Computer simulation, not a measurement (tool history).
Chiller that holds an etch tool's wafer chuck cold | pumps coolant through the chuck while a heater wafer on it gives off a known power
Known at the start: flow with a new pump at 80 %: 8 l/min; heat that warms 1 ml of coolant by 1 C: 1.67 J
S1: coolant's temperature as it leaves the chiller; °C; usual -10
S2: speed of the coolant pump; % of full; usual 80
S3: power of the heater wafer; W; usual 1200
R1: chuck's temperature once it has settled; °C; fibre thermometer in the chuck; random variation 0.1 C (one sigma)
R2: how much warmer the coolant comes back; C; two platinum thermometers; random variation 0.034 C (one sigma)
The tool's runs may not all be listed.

Run 1, hour 0.0: usual settings. Result: R1 2.7 °C, R2 5.41 C.
At hour 73.8: coolant changed, channels flushed.
Run 2, hour 100.8: usual settings. Result: R1 2.6 °C, R2 5.38 C.
Run 3, hour 169.4: usual settings. Result: R1 2.8 °C, R2 5.35 C.
Run 4, hour 218.0: usual settings. Result: R1 2.8 °C, R2 5.39 C.
Run 5, hour 269.2: usual settings. Result: R1 3.0 °C, R2 5.42 C.
Run 6, hour 360.6: usual settings but S1 -9 °C. Result: R1 3.6 °C, R2 5.42 C.
Run 7, hour 411.5: usual settings but S1 -18 °C. Result: R1 -5.2 °C, R2 5.33 C.
Run 8, hour 503.5: usual settings but S2 98 % of full. Result: R1 0.7 °C, R2 4.44 C.
Run 9, hour 588.6: usual settings but S2 98 % of full. Result: R1 0.5 °C, R2 4.39 C.
Run 10, hour 635.2: usual settings. Result: R1 2.6 °C, R2 5.44 C.
At hour 674.1: chiller's thermometer calibrated.
Run 11, hour 728.3: usual settings but S1 -13 °C. Result: R1 -0.2 °C, R2 5.41 C.
Run 12, hour 825.9: usual settings but S1 -13 °C. Result: R1 -0.2 °C, R2 5.44 C.
Run 13, hour 868.0: usual settings but S1 -13 °C. Result: R1 -0.3 °C, R2 5.41 C.
Run 14, hour 943.5: usual settings but S1 -16 °C, S2 64 % of full, S3 912 W. Result: R1 -4.3 °C, R2 5.09 C.
Run 15, hour 1010.7: usual settings but S1 -16 °C, S2 64 % of full, S3 912 W. Result: R1 -4.3 °C, R2 5.12 C.
Run 16, hour 1104.9: usual settings but S1 -16 °C, S2 64 % of full, S3 912 W. Result: R1 -4.4 °C, R2 5.11 C.
Run 17, hour 1196.8: usual settings but S1 -16 °C, S2 64 % of full, S3 912 W. Result: R1 -4.2 °C, R2 5.13 C.
Run 18, hour 1276.6: usual settings but S1 -2 °C, S2 85 % of full, S3 695 W. Result: R1 5.2 °C, R2 2.97 C.
Run 19, hour 1368.4: usual settings but S1 -2 °C, S2 85 % of full, S3 695 W. Result: R1 5.0 °C, R2 2.95 C.
Run 20, hour 1410.3: usual settings but S1 -18 °C, S2 62 % of full. Result: R1 -2.2 °C, R2 6.96 C.
Run 21, hour 1481.2: usual settings but S1 -3 °C, S2 88 % of full, S3 1647 W. Result: R1 13.2 °C, R2 6.81 C.
Run 22, hour 1534.3: usual settings but S1 -3 °C, S2 88 % of full, S3 1647 W. Result: R1 13.3 °C, R2 6.71 C.
Run 23, hour 1578.9: usual settings but S1 -14 °C, S2 90 % of full, S3 987 W. Result: R1 -4.5 °C, R2 3.95 C.
Run 24, hour 1646.9: usual settings but S1 -14 °C, S2 90 % of full, S3 987 W. Result: R1 -4.5 °C, R2 3.95 C.
Run 25, hour 1693.6: usual settings but S1 -14 °C, S2 90 % of full, S3 780 W. Result: R1 -6.2 °C, R2 3.16 C.

Forecast each of these 4 alternatives for the next run:
Run A, hour 1741.7: usual settings but S1 -14 °C, S2 61 % of full, S3 695 W. Result: R1 ?, R2 ?.
Run B, hour 1741.7: usual settings but S2 90 % of full, S3 957 W. Result: R1 ?, R2 ?.
Run C, hour 1741.7: usual settings but S1 -14 °C, S2 70 % of full, S3 1091 W. Result: R1 ?, R2 ?.
Run D, hour 1741.7: usual settings but S1 -14 °C, S2 90 % of full, S3 1600 W. Result: R1 ?, R2 ?.

run    R1    R2
  A  -4.7  4.14
  B  -0.6  3.82
  C  -0.9  5.61
  D   1.5  6.47
Without the tool's hidden state the same runs would have given:
run    R1    R2
  A  -4.7  4.13
  B  -0.6  3.82
  C  -0.9  5.61
  D   1.5  6.46

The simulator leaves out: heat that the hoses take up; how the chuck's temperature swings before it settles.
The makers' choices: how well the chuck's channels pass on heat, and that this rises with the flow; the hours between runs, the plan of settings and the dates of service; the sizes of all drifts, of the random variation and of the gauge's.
